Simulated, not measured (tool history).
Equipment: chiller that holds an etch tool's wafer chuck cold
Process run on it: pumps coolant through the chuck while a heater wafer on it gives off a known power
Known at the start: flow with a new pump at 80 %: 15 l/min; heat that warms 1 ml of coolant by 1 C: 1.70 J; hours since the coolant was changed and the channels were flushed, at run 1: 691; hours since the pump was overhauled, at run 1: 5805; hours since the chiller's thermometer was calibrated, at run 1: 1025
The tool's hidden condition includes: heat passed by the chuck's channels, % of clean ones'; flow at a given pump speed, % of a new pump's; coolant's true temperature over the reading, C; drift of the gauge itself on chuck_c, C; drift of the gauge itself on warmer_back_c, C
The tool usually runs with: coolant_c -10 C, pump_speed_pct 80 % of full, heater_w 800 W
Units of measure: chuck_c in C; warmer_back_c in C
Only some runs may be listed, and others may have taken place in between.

run,hour,coolant_c,pump_speed_pct,heater_w,hours since the coolant was changed and the channels were flushed,hours since the pump was overhauled,hours since the chiller's thermometer was calibrated,chuck_c,warmer_back_c
1,0,-10,80,800,691,5805,1025,-1,2.12
2,175.1,-10,80,800,866,5980,1200,-1,2.08
3,305.2,-10,80,737,996,6110,1330,-1.7,1.9
4,441.7,-10,80,800,1133,6247,1467,-1,2.09
5,552.8,-10,80,800,1244,6358,1578,-0.8,2.11
6,696.2,-10,92,800,1388,6501,1721,-1.8,1.85
7,773.4,-10,92,800,1465,6579,1799,-1.9,1.82
8,902.5,-8,92,800,1594,6708,1928,0.3,1.87
9,1066.9,-8,92,443,1758,6872,2092,-3.3,1.1
10,1186.1,-8,92,443,1877,6991,2211,-3.3,1.04
11,1343.3,-8,92,443,2035,7149,2369,-2.9,1.05
12,1519,-8,80,800,2210,7324,2544,1.7,2.14
13,1685.2,-8,80,800,2376,7490,2710,1.8,2.18
14,1782.3,-8,80,800,2474,7588,2807,2,2.21
# hour 1800: coolant pump overhauled
15,1937.3,-8,80,800,2624,137,2957,2.7,2.38
16,2038.8,-8,80,800,2725,239,3059,2.8,2.33

Run 17, settings as shown, results not yet in. Your forecast:
# hour 2055.2: chiller's thermometer calibrated
17,2168.3,-10,87,588,2854,367,113,?,?

Run 17 measured chuck_c -3.1 C, warmer_back_c 1.63 C.
With no hidden state in the tool, this same run would have given chuck_c -4.6 C, warmer_back_c 1.3 C.
